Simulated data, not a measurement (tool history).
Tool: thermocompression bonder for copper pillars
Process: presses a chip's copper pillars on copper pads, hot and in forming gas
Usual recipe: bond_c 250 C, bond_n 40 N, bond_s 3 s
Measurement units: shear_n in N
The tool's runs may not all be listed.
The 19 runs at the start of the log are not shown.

run,day,bond_c,bond_n,bond_s,shear_n
20,22.65,250,40,4,52.4
21,23.45,250,40,4,52
22,24.575,246,29,4,38.1
23,26.196,246,26,3,30.4
# day 27.025: forming gas filter changed
24,27.775,250,50,3,59
25,29.3,233,40,3,36.7
26,30.312,233,51,2,36.3
27,31.421,233,51,4,47.9
28,32.296,224,32,2,20.7
29,33.017,224,32,2,20.3
30,34.017,224,32,4,27.9
31,34.75,242,32,5,42.2
32,36.383,242,32,5,42.1
# day 37.758: heater calibrated with a thermocouple chip
33,38.075,242,32,5,45.5
34,38.958,242,32,2,31.2
35,39.946,267,37,7,78.4
# day 40.608: forming gas filter changed
36,41.538,227,37,4,39.6
37,42.421,250,40,2,47.4
38,43.333,250,43,3,57.4
39,44.583,250,43,3,56.7
40,45.821,244,40,3,48.8
41,47.471,258,38,7,76.9

Predict each of these 3 candidate next runs independently; none follows another, all start after run 41:
A,48.375,231,31,5,?
B,48.375,250,40,3,?
C,48.375,250,48,5,?

run,shear_n
A,38.4
B,52.4
C,69.9
Take away the tool's hidden state, keep each run's random variation, and the runs would have read:
run,shear_n
A,39.8
B,54.4
C,73
